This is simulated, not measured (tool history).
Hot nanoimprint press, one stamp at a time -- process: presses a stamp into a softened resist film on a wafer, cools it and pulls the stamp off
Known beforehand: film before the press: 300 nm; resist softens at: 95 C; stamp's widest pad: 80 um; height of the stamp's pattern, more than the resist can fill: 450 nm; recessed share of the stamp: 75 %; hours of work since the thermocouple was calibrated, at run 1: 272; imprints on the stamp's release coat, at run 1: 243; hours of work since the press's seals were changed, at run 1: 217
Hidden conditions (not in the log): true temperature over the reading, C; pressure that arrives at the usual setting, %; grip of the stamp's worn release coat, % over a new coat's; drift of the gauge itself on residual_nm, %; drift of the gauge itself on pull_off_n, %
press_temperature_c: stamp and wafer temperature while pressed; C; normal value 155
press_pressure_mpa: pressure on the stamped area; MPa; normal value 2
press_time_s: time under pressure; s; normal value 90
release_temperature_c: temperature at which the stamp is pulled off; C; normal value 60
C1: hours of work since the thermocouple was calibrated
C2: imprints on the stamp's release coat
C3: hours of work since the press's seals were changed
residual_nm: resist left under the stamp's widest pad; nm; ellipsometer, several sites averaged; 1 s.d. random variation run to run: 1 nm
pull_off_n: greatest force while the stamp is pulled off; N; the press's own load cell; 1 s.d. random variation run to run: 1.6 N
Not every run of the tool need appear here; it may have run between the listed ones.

Run 1, hour 0: usual settings; C1 272; C2 243; C3 217. Result: residual_nm 141.2 nm, pull_off_n 191 N.
Run 2, hour 11.9: usual settings but press_pressure_mpa 2.5 MPa; C1 281; C2 288; C3 226. Result: residual_nm 128.8 nm, pull_off_n 192 N.
Run 3, hour 24.4: usual settings but press_pressure_mpa 3.03 MPa; C1 291; C2 335; C3 235. Result: residual_nm 119.1 nm, pull_off_n 193 N.
Run 4, hour 33.3: usual settings but press_pressure_mpa 1.81 MPa; C1 297; C2 368; C3 242. Result: residual_nm 144.1 nm, pull_off_n 192 N.
Run 5, hour 50.7: usual settings but press_time_s 64 s; C1 311; C2 433; C3 255. Result: residual_nm 158.3 nm, pull_off_n 192 N.
Run 6, hour 67.6: usual settings; C1 323; C2 497; C3 268. Result: residual_nm 139.3 nm, pull_off_n 195 N.
Run 7, hour 79.4: usual settings; C1 332; C2 541; C3 277. Result: residual_nm 139.2 nm, pull_off_n 195 N.
Run 8, hour 90.9: usual settings but release_temperature_c 62 C; C1 341; C2 584; C3 285. Result: residual_nm 138 nm, pull_off_n 188 N.
At hour 100.1: stamp cleaned and given a new release coat.
Run 9, hour 111.3: usual settings but release_temperature_c 62 C; C1 352; C2 42; C3 296. Result: residual_nm 137.3 nm, pull_off_n 177 N.
Run 10, hour 128.9: usual settings but press_pressure_mpa 2.34 MPa, release_temperature_c 62 C; C1 365; C2 108; C3 310. Result: residual_nm 129.8 nm, pull_off_n 180 N.
Run 11, hour 138.4: usual settings but press_pressure_mpa 2.34 MPa, press_time_s 77 s, release_temperature_c 62 C; C1 372; C2 144; C3 317. Result: residual_nm 137.2 nm, pull_off_n 181 N.
Run 12, hour 150: usual settings but press_pressure_mpa 2.34 MPa, press_time_s 77 s, release_temperature_c 62 C; C1 381; C2 187; C3 325. Result: residual_nm 137.8 nm, pull_off_n 181 N.
Run 13, hour 161.2: usual settings; C1 389; C2 229; C3 334. Result: residual_nm 138.7 nm, pull_off_n 191 N.
Run 14, hour 177.8: usual settings but press_pressure_mpa 2.17 MPa; C1 402; C2 292; C3 346. Result: residual_nm 132 nm, pull_off_n 190 N.
Run 15, hour 185.3: usual settings but press_pressure_mpa 2.17 MPa; C1 407; C2 320; C3 352. Result: residual_nm 131.5 nm, pull_off_n 192 N.
Run 16, hour 200.7: usual settings but press_temperature_c 157 C, press_pressure_mpa 2.17 MPa, press_time_s 48 s; C1 419; C2 377; C3 364. Result: residual_nm 152.1 nm, pull_off_n 190 N.
Run 17, hour 212.5: usual settings but press_temperature_c 157 C, press_pressure_mpa 2.17 MPa, press_time_s 60 s, release_temperature_c 63 C; C1 428; C2 422; C3 373. Result: residual_nm 142.2 nm, pull_off_n 175 N.
Run 18, hour 219.9: usual settings but press_temperature_c 157 C, press_pressure_mpa 2.17 MPa, press_time_s 78 s, release_temperature_c 63 C; C1 434; C2 450; C3 378. Result: residual_nm 127.4 nm, pull_off_n 175 N.
Run 19, hour 229: usual settings but press_temperature_c 157 C, press_pressure_mpa 2.17 MPa, press_time_s 78 s, release_temperature_c 63 C; C1 440; C2 484; C3 385. Result: residual_nm 129.1 nm, pull_off_n 177 N.
Run 20, hour 237.2: usual settings but press_temperature_c 157 C, press_pressure_mpa 2.17 MPa, press_time_s 78 s, release_temperature_c 63 C; C1 447; C2 514; C3 391. Result: residual_nm 126.8 nm, pull_off_n 177 N.
Run 21, hour 244.9: usual settings but press_temperature_c 157 C, press_pressure_mpa 2.17 MPa, press_time_s 78 s, release_temperature_c 63 C; C1 452; C2 543; C3 397. Result: residual_nm 126.6 nm, pull_off_n 176 N.
Run 22, hour 253.9: usual settings but press_temperature_c 157 C, press_pressure_mpa 2.17 MPa, press_time_s 78 s, release_temperature_c 63 C; C1 459; C2 577; C3 404. Result: residual_nm 129.3 nm, pull_off_n 180 N.
At hour 263.8: stamp cleaned and given a new release coat.
Run 23, hour 273.6: usual settings but press_temperature_c 157 C, press_pressure_mpa 2.17 MPa, press_time_s 78 s, release_temperature_c 63 C; C1 470; C2 37; C3 414. Result: residual_nm 127.7 nm, pull_off_n 172 N.
Run 24, hour 282.8: usual settings but press_pressure_mpa 2.05 MPa, press_time_s 57 s; C1 476; C2 71; C3 421. Result: residual_nm 159 nm, pull_off_n 186 N.
Run 25, hour 291.5: usual settings but press_temperature_c 159 C, press_pressure_mpa 1.65 MPa, press_time_s 65 s; C1 483; C2 104; C3 428. Result: residual_nm 141.1 nm, pull_off_n 186 N.
Run 26, hour 309.8: usual settings but press_temperature_c 144 C, press_pressure_mpa 1.65 MPa, press_time_s 105 s, release_temperature_c 51 C; C1 497; C2 172; C3 441. Result: residual_nm 211.1 nm, pull_off_n 228 N.
Run 27, hour 324.5: usual settings but press_temperature_c 144 C, press_pressure_mpa 3.08 MPa, press_time_s 79 s, release_temperature_c 46 C; C1 508; C2 227; C3 452. Result: residual_nm 189.9 nm, pull_off_n 256 N.

For some of the steps in residual_nm from one run to the next: how much would appear even if the tool had no hidden state, given the settings, what came in and random variation, and how much remains for the hidden state plus any gauge scatter that the measured result and the result without hidden state don't share?
Run 23 -> 24: press_temperature_c 157 -> 155, press_pressure_mpa 2.17 -> 2.05, press_time_s 78 -> 57, release_temperature_c 63 -> 60. residual_nm +31.3 nm: hidden state -1.6, all else +32.9.
Run 25 -> 26: press_temperature_c 159 -> 144, press_time_s 65 -> 105, release_temperature_c 60 -> 51. residual_nm +70 nm: hidden state -2.7, all else +72.7.

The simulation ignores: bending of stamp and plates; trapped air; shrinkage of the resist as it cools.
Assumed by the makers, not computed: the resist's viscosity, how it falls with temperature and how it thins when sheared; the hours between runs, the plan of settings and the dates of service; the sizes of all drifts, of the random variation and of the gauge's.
